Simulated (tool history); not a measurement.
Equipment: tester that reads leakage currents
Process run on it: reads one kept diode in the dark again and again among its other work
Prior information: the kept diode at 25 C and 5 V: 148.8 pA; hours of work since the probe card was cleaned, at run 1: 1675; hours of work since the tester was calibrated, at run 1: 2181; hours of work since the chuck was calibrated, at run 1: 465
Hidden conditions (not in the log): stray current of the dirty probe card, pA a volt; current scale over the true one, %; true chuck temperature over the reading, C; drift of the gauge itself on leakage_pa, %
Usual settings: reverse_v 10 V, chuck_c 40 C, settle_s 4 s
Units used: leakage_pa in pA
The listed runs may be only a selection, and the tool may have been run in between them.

run	day	reverse_v	chuck_c	settle_s	hours of work since the probe card was cleaned	hours of work since the tester was calibrated	hours of work since the chuck was calibrated	leakage_pa
1	0	10	40	4	1675	2181	465	560.04
2	4.608	10	40	4	1738	2243	527	567.44
# day 5.296: chuck's temperature calibrated
# day 8.112: tester calibrated
3	9.262	10	40	4	1798	16	53	529.28
4	12.842	2.1	40	4	1847	64	101	314.19
5	15.508	2.1	40	4	1883	100	137	317.52
6	18.271	2.1	40	4	1920	138	175	319.2
# day 20.221: tester calibrated, once more
7	21.117	10	40	4	1958	12	212	556.72
8	24.579	10	40	4	2005	59	259	563.78
9	27.067	8.6	40	4	2038	93	293	535.26
10	30.908	8.6	40	4	2090	145	345	538.13
11	34.379	8.6	40	4	2137	192	392	542.84
12	37.475	2.4	40	4	2179	234	434	353.51
13	41.017	15	40	4	2227	282	482	669.79
14	44.629	15	40	4	2276	331	531	674.22
# day 45.221: chuck's temperature calibrated
15	48.671	10	40	4	2330	384	47	551.56
16	52.796	10	40	4	2386	440	103	560.44
17	56.192	10	40	4	2432	486	149	559.37
18	58.596	10	40	4	2464	519	181	565.04
19	62.3	10	32	4	2515	569	231	342.11
20	65.025	10	32	4	2552	606	268	342.98
21	68.65	10	32	4	2601	655	317	343.99
22	73.108	10	54	4.32	2661	715	378	1367.93
23	76.679	10.4	34	9.98	2709	764	426	401.57
24	78.904	3.8	37	1.37	2740	794	456	344.58
25	81.583	4	40	8.5	2776	830	493	426.57
# day 83.033: probe card cleaned and baked
26	84.283	2.1	26	4.41	17	865	527	129.61
# day 85.221: chuck's temperature calibrated
27	87.338	13.4	28	4.41	57	905	29	251.67
28	91.858	1.8	29	0.36	118	967	90	144.55
29	94.062	1.8	29	0.36	148	996	120	144.02
30	98.312	1.8	29	0.36	206	1054	177	146.24
31	101.904	1.8	44	1.09	255	1103	226	397.75
32	105.329	10	31	4	301	1149	272	294.63
33	108.271	10	31	4	341	1189	312	297.8
34	111.583	9.4	42	4	386	1234	357	609.33
35	115.204	9.4	42	4	435	1283	406	611.1
36	119.738	19	42	3.43	496	1344	468	781.46
37	124.392	19	20	2.71	559	1407	531	179.48
# day 124.858: chuck's temperature calibrated
38	126.562	5	47	4	587	1436	23	657.98

Here are 5 independent what-if runs from the current tool condition. What would each one return?
A	128.612	5	56	4	615	1463	51	?
B	128.612	1.6	28	4	615	1463	51	?
C	128.612	1.4	56	7.87	615	1463	51	?
D	128.612	9.3	45	0.94	615	1463	51	?
E	128.612	5.9	24	6.08	615	1463	51	?

run	leakage_pa
A	1155.21
B	128.35
C	766.72
D	715.52
E	148.34
Without the tool's hidden state the same runs would have given:
run	leakage_pa
A	1162.09
B	128.34
C	772.4
D	715.91
E	145.96
